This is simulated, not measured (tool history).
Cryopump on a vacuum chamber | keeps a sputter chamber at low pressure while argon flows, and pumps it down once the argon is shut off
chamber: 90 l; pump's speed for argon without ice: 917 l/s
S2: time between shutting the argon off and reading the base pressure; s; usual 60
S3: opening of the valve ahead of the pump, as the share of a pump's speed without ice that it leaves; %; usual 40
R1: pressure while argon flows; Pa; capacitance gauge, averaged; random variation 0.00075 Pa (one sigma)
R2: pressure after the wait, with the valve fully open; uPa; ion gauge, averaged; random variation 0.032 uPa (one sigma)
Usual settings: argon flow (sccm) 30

Run 1, hour 0: usual settings. Result: R1 0.1386 Pa, R2 2.69 uPa.
Run 2, hour 9.7: usual settings. Result: R1 0.1388 Pa, R2 2.78 uPa.
Run 3, hour 20.2: usual settings. Result: R1 0.1373 Pa, R2 2.71 uPa.
Run 4, hour 32.2: usual settings but argon flow (sccm) 29. Result: R1 0.1348 Pa, R2 2.73 uPa.
Run 5, hour 45.9: usual settings but argon flow (sccm) 29. Result: R1 0.135 Pa, R2 2.84 uPa.
Run 6, hour 57.9: usual settings but argon flow (sccm) 29. Result: R1 0.1343 Pa, R2 2.88 uPa.
Run 7, hour 71.4: usual settings but argon flow (sccm) 29. Result: R1 0.1346 Pa, R2 2.76 uPa.
Run 8, hour 93.1: usual settings but argon flow (sccm) 29, S3 53 %. Result: R1 0.101 Pa, R2 2.75 uPa.
Run 9, hour 106.9: usual settings but argon flow (sccm) 29, S3 53 %. Result: R1 0.1031 Pa, R2 2.79 uPa.
Run 10, hour 121.4: usual settings but S3 52 %. Result: R1 0.1071 Pa, R2 2.91 uPa.
Run 11, hour 135.7: usual settings but S3 52 %. Result: R1 0.1083 Pa, R2 2.82 uPa.
Run 12, hour 145.6: usual settings but S3 52 %. Result: R1 0.108 Pa, R2 2.74 uPa.
Run 13, hour 161.6: usual settings but S3 59 %. Result: R1 0.0961 Pa, R2 2.83 uPa.
Run 14, hour 179.9: usual settings but S3 59 %. Result: R1 0.0957 Pa, R2 2.95 uPa.
Run 15, hour 202.5: usual settings but argon flow (sccm) 19. Result: R1 0.0883 Pa, R2 2.89 uPa.
Run 16, hour 219.4: usual settings but argon flow (sccm) 19. Result: R1 0.0897 Pa, R2 2.92 uPa.
Run 17, hour 238: usual settings but argon flow (sccm) 24. Result: R1 0.1134 Pa, R2 2.9 uPa.
Run 18, hour 257.3: usual settings but argon flow (sccm) 23. Result: R1 0.1081 Pa, R2 2.92 uPa.
Run 19, hour 273.6: usual settings but argon flow (sccm) 23, S2 26 s, S3 22 %. Result: R1 0.192 Pa, R2 4.66 uPa.
Run 20, hour 286: usual settings but argon flow (sccm) 26, S2 117 s, S3 33 %. Result: R1 0.1472 Pa, R2 2.24 uPa.
Run 21, hour 301.7: usual settings but S3 18 %. Result: R1 0.3079 Pa, R2 2.82 uPa.
Run 22, hour 317.1: usual settings but S3 18 %. Result: R1 0.3083 Pa, R2 2.98 uPa.
Run 23, hour 336.3: usual settings but S3 18 %. Result: R1 0.3082 Pa, R2 2.89 uPa.
Run 24, hour 349.5: usual settings but argon flow (sccm) 23, S2 220 s, S3 25 %. Result: R1 0.1741 Pa, R2 1.95 uPa.
Run 25, hour 361.8: usual settings but argon flow (sccm) 14, S2 69 s, S3 18 %. Result: R1 0.1437 Pa, R2 2.74 uPa.
Run 26, hour 373: usual settings but argon flow (sccm) 14, S2 69 s, S3 18 %. Result: R1 0.1446 Pa, R2 2.81 uPa.
Run 27, hour 394.4: usual settings but argon flow (sccm) 14, S2 69 s, S3 18 %. Result: R1 0.1442 Pa, R2 2.83 uPa.
Run 28, hour 413.6: usual settings but argon flow (sccm) 14, S2 172 s, S3 54 %. Result: R1 0.0488 Pa, R2 2.12 uPa.
Run 29, hour 425.3: usual settings but argon flow (sccm) 14, S2 172 s, S3 24 %. Result: R1 0.1093 Pa, R2 2.07 uPa.
Run 30, hour 435.5: usual settings but argon flow (sccm) 14, S2 172 s, S3 24 %. Result: R1 0.1095 Pa, R2 2.06 uPa.
Run 31, hour 452: usual settings but argon flow (sccm) 17, S2 107 s, S3 42 %. Result: R1 0.0769 Pa, R2 2.38 uPa.
Run 32, hour 467.9: usual settings but argon flow (sccm) 52, S2 82 s. Result: R1 0.2445 Pa, R2 2.57 uPa.
Run 33, hour 482.4: usual settings but argon flow (sccm) 22, S2 124 s, S3 18 %. Result: R1 0.229 Pa, R2 2.28 uPa.
Run 34, hour 502: usual settings but argon flow (sccm) 22, S2 124 s, S3 18 %. Result: R1 0.2277 Pa, R2 2.32 uPa.

The same runs without the tool's hidden state, with the same run-to-run variation:
The hidden state here: pump's speed, % of a pump's without ice; cold plate's temperature, K; leak into the chamber, uPa l/s; drift of the gauge itself on working_pa, %; drift of the gauge itself on base_upa, %.
run      R1    R2
  1  0.1378  1.58
  2   0.138  1.65
  3  0.1364   1.6
  4  0.1338   1.6
  5  0.1339  1.68
  6  0.1332  1.71
  7  0.1334  1.61
  8  0.0997  1.59
  9  0.1018  1.62
 10  0.1056  1.71
 11  0.1068  1.62
 12  0.1063  1.59
 13  0.0943  1.64
 14  0.0939   1.7
 15  0.0871  1.68
 16  0.0884  1.68
 17  0.1116  1.67
 18  0.1063  1.67
 19  0.1901  3.41
 20  0.1451  0.98
 21  0.3054   1.6
 22  0.3057  1.68
 23  0.3055  1.63
 24  0.1719  0.68
 25  0.1424  1.46
 26  0.1432   1.5
 27  0.1428  1.51
 28  0.0473   0.8
 29  0.1077  0.77
 30   0.108  0.76
 31  0.0749  1.08
 32  0.2384  1.27
 33  0.2263  0.97
 34   0.225  0.97
